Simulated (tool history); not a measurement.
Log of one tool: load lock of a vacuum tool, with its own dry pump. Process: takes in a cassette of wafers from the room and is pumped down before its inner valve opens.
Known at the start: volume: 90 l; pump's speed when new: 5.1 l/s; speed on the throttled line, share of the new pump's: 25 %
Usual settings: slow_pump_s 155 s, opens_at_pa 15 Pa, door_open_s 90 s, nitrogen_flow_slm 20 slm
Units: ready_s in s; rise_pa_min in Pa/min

| run | hour | slow_pump_s | opens_at_pa | door_open_s | nitrogen_flow_slm | incoming humidity of the room's air, % | ready_s | rise_pa_min |
|---|---|---|---|---|---|---|---|---|
| 1 | 0.0 | 155 | 15 | 90 | 20 | 42.4 | 286.3 | 0.036 |
| 2 | 355.6 | 155 | 15 | 90 | 20 | 44.1 | 288.7 | 0.036 |
| 3 | 696.3 | 155 | 26 | 90 | 20 | 46.2 | 275.5 | 0.047 |
| 4 | 1297.1 | 155 | 15 | 90 | 19 | 44.6 | 289.8 | 0.062 |
| 5 | 1830.7 | 155 | 15 | 233 | 20 | 46.6 | 289.3 | 0.094 |
| 6 | 2106.2 | 155 | 14 | 233 | 20 | 45.5 | 291.1 | 0.093 |
| 7 | 2479.4 | 155 | 14 | 233 | 33 | 44.2 | 289.6 | 0.097 |
| 8 | 2812.7 | 155 | 15 | 90 | 20 | 47.7 | 293.6 | 0.105 |
| 9 | 3130.4 | 155 | 15 | 90 | 20 | 48.7 | 292.3 | 0.127 |
| 10 | 3483.8 | 155 | 15 | 90 | 20 | 44.0 | 293.1 | 0.133 |
| 11 | 4027.5 | 278 | 15 | 111 | 33 | 44.5 | 379.7 | 0.146 |
| 12 | 4383.6 | 263 | 11 | 150 | 9 | 44.2 | 375.9 | 0.183 |
| 13 | 4865.8 | 263 | 11 | 44 | 9 | 43.2 | 380.4 | 0.179 |
| 14 | 5367.9 | 263 | 11 | 44 | 9 | 40.8 | 375.7 | 0.205 |
| 15 | 5741.8 | 263 | 11 | 44 | 9 | 41.6 | 380.4 | 0.222 |
| 16 | 6215.5 | 92 | 21 | 148 | 12 | 47.2 | 247.1 | 0.265 |
| 17 | 6675.1 | 92 | 21 | 148 | 12 | 43.6 | 250.7 | 0.284 |
| 18 | 7081.1 | 113 | 15 | 165 | 20 | 46.9 | 268.6 | 0.314 |
| 19 | 7611.2 | 130 | 20 | 125 | 20 | 49.0 | 278.7 | 0.333 |

Some steps in ready_s between neighbouring runs. How much of each would the tool show without its hidden state too (settings, what came in, random variation), and how much is left for the hidden state, with any gauge scatter that isn't in both results?
The hidden state here: pump's speed, % of a new pump's; leak at the door's seal, Pa l/s; drift of the gauge itself on ready_s, %; drift of the gauge itself on rise_pa_min, %.
Run 15 -> 16: slow_pump_s 263 -> 92, opens_at_pa 11 -> 21, door_open_s 44 -> 148, nitrogen_flow_slm 9 -> 12. ready_s -133.3 s: hidden state +7.1, all else -140.4.
